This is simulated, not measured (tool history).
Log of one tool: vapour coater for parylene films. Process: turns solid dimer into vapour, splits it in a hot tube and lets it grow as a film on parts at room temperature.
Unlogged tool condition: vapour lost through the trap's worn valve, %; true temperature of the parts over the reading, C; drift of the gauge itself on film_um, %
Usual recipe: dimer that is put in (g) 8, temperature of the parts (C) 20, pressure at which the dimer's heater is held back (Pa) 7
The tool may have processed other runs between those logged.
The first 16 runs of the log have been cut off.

run,hour,dimer that is put in (g),temperature of the parts (C),pressure at which the dimer's heater is held back (Pa),hours of work since the trap's valve was overhauled,hours of work since the table's thermometer was calibrated,thickness of the film (um)
17,254.6,8,20,8.72,21,471,1.07
18,263.9,8,20,8.72,28,478,1.06
19,276.2,8,20,8.72,38,488,1.09
20,291.8,8,20,8.72,51,501,1.08
21,304.9,3,23,10.12,61,511,0.37
22,318.3,14,31,10.67,72,522,1.44
23,330.7,8,19,8.1,82,532,1.11
24,348.9,8,19,8.1,97,547,1.12
25,365.5,8,19,8.1,110,560,1.11
26,377.4,4,16,4.14,120,570,0.67
27,397.2,13,30,7.3,136,586,1.51
28,413.2,13,30,7.3,149,599,1.49
29,424.7,9,27,2.3,158,608,1.34
30,445.9,8,20,7.59,175,625,1.1
31,462.4,5,13,7,189,638,0.8
32,474.3,5,13,7,198,648,0.79
33,489.7,5,13,7,211,660,0.8
34,498.4,5,13,7,218,667,0.8
35,507.2,8,19,7,225,674,1.14
36,520.3,9,30,4.23,235,685,1.11
37,530.3,3,15,3.84,243,693,0.51
38,551.7,3,15,3.84,261,710,0.52
39,567.6,8,26,7,273,723,0.99
40,588.7,5,17,7,291,740,0.76

Consider 5 possible next runs. They are alternatives, not a sequence: every one starts from the tool as it was left by run 40. What does each give?
A,606.8,9,16,6.2,305,755,?
B,606.8,8,20,5.49,305,755,?
C,606.8,6,22,7,305,755,?
D,606.8,8,20,4.06,305,755,?
E,606.8,5,20,2.51,305,755,?

run,thickness of the film (um)
A,1.4
B,1.16
C,0.81
D,1.21
E,0.84
With no hidden state in the tool, these same runs would have given:
run,thickness of the film (um)
A,1.41
B,1.17
C,0.82
D,1.22
E,0.84
